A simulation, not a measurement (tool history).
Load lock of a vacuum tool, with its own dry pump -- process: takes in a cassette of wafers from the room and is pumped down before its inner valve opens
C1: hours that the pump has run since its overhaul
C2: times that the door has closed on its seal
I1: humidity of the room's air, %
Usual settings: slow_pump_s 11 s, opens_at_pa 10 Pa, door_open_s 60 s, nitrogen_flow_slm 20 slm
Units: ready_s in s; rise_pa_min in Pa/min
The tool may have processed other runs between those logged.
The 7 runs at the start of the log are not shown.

run 8 hour=3064.4 | slow_pump_s=11 opens_at_pa=10 door_open_s=46 nitrogen_flow_slm=20 | C1=19849 C2=27397 | I1=42.1 | ready_s=30.1 rise_pa_min=0.138
run 9 hour=3551 | slow_pump_s=11 opens_at_pa=10 door_open_s=60 nitrogen_flow_slm=9 | C1=20336 C2=28589 | I1=42.6 | ready_s=29.7 rise_pa_min=0.162
run 10 hour=3920.3 | slow_pump_s=11 opens_at_pa=10 door_open_s=60 nitrogen_flow_slm=9 | C1=20705 C2=29494 | I1=42.9 | ready_s=30.2 rise_pa_min=0.17
run 11 hour=4251.1 | slow_pump_s=11 opens_at_pa=10 door_open_s=36 nitrogen_flow_slm=20 | C1=21036 C2=30304 | I1=44.1 | ready_s=30.6 rise_pa_min=0.17
run 12 hour=4684.3 | slow_pump_s=11 opens_at_pa=17 door_open_s=60 nitrogen_flow_slm=20 | C1=21469 C2=31366 | I1=47.1 | ready_s=29.1 rise_pa_min=0.178
run 13 hour=4971.8 | slow_pump_s=11 opens_at_pa=17 door_open_s=60 nitrogen_flow_slm=20 | C1=21757 C2=32070 | I1=45.3 | ready_s=29.3 rise_pa_min=0.191
run 14 hour=5561.7 | slow_pump_s=11 opens_at_pa=17 door_open_s=60 nitrogen_flow_slm=20 | C1=22347 C2=33515 | I1=45.7 | ready_s=29.6 rise_pa_min=0.198
run 15 hour=5865.6 | slow_pump_s=11 opens_at_pa=10 door_open_s=60 nitrogen_flow_slm=20 | C1=22651 C2=34260 | I1=43.1 | ready_s=31 rise_pa_min=0.205
run 16 hour=6192.1 | slow_pump_s=11 opens_at_pa=10 door_open_s=60 nitrogen_flow_slm=20 | C1=22977 C2=35059 | I1=45 | ready_s=30.7 rise_pa_min=0.213
-- hour=6282.8 door's seal changed, seat wiped
-- hour=6749.5 dry pump taken out, an overhauled one fitted
run 17 hour=6813.5 | slow_pump_s=11 opens_at_pa=11 door_open_s=31 nitrogen_flow_slm=18 | C1=64 C2=1285 | I1=44.3 | ready_s=25.4 rise_pa_min=0.027
run 18 hour=7263.5 | slow_pump_s=10 opens_at_pa=7 door_open_s=48 nitrogen_flow_slm=12 | C1=514 C2=2388 | I1=41.1 | ready_s=25.7 rise_pa_min=0.025
run 19 hour=7838.4 | slow_pump_s=10 opens_at_pa=7 door_open_s=48 nitrogen_flow_slm=24 | C1=1089 C2=3796 | I1=45.1 | ready_s=25.4 rise_pa_min=0.035
run 20 hour=8313.7 | slow_pump_s=10 opens_at_pa=7 door_open_s=48 nitrogen_flow_slm=24 | C1=1564 C2=4960 | I1=44.5 | ready_s=25.5 rise_pa_min=0.03
run 21 hour=8633.2 | slow_pump_s=11 opens_at_pa=10 door_open_s=185 nitrogen_flow_slm=24 | C1=1884 C2=5743 | I1=42.7 | ready_s=25.3 rise_pa_min=0.035
run 22 hour=9169.1 | slow_pump_s=11 opens_at_pa=10 door_open_s=185 nitrogen_flow_slm=24 | C1=2420 C2=7056 | I1=45.8 | ready_s=26.3 rise_pa_min=0.054
run 23 hour=9546.5 | slow_pump_s=20 opens_at_pa=10 door_open_s=60 nitrogen_flow_slm=25 | C1=2797 C2=7980 | I1=43 | ready_s=32.4 rise_pa_min=0.036
run 24 hour=10146.9 | slow_pump_s=18 opens_at_pa=9 door_open_s=44 nitrogen_flow_slm=20 | C1=3397 C2=9451 | I1=45.2 | ready_s=30.9 rise_pa_min=0.046
run 25 hour=10737 | slow_pump_s=11 opens_at_pa=10 door_open_s=101 nitrogen_flow_slm=5 | C1=3987 C2=10897 | I1=44.5 | ready_s=26.3 rise_pa_min=0.075
run 26 hour=11313.5 | slow_pump_s=8 opens_at_pa=9 door_open_s=101 nitrogen_flow_slm=5 | C1=4564 C2=12309 | I1=45.2 | ready_s=24.3 rise_pa_min=0.082

Expected results for the next run?
run 27 hour=11719.9 | slow_pump_s=8 opens_at_pa=9 door_open_s=101 nitrogen_flow_slm=5 | C1=4970 C2=13305 | I1=45.4 | ready_s=? rise_pa_min=?

Run 27 yielded ready_s 24.6 s, rise_pa_min 0.085 Pa/min.
With the hidden condition absent and the run-to-run variation left alone, this run would have shown ready_s 23.6 s, rise_pa_min 0.045 Pa/min.

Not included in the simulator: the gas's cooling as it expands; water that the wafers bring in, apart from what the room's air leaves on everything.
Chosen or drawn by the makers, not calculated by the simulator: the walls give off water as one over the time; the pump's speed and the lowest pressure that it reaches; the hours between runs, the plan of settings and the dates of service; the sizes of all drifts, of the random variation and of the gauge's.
